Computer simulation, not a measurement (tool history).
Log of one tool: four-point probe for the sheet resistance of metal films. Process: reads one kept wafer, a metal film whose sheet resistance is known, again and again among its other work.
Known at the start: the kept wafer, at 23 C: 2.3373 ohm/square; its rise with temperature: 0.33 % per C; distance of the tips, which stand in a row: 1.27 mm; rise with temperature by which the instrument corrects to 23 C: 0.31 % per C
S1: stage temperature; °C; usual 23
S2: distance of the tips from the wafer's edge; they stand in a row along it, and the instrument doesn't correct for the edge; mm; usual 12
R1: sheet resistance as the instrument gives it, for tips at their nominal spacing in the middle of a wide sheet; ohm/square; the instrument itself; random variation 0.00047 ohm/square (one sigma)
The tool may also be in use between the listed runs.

run,day,S1,S2,R1
1,0,23,12,2.347757
2,0.496,23,12,2.348537
3,1.117,22,12,2.347249
4,1.904,22,12,2.348039
5,2.938,23,12,2.347881
6,3.85,23,12,2.348448
7,4.608,23,12,2.347941
8,5.088,18,12,2.34683
9,5.783,18,12,2.345578
10,6.417,23,23,2.338133
11,6.975,23,23,2.338178
12,7.954,23,23,2.337101
13,9.058,23,12,2.347769
14,10.088,23,12,2.348451
15,10.717,23,12,2.349273
16,11.429,26,10,2.356318
17,12.388,18,33,2.334816

The next listed run, before its measurement:
18,13.121,23,34,?

Run 18 gave R1 2.336674 ohm/square.
Without the tool's hidden state the same run would have given R1 2.339286 ohm/square.
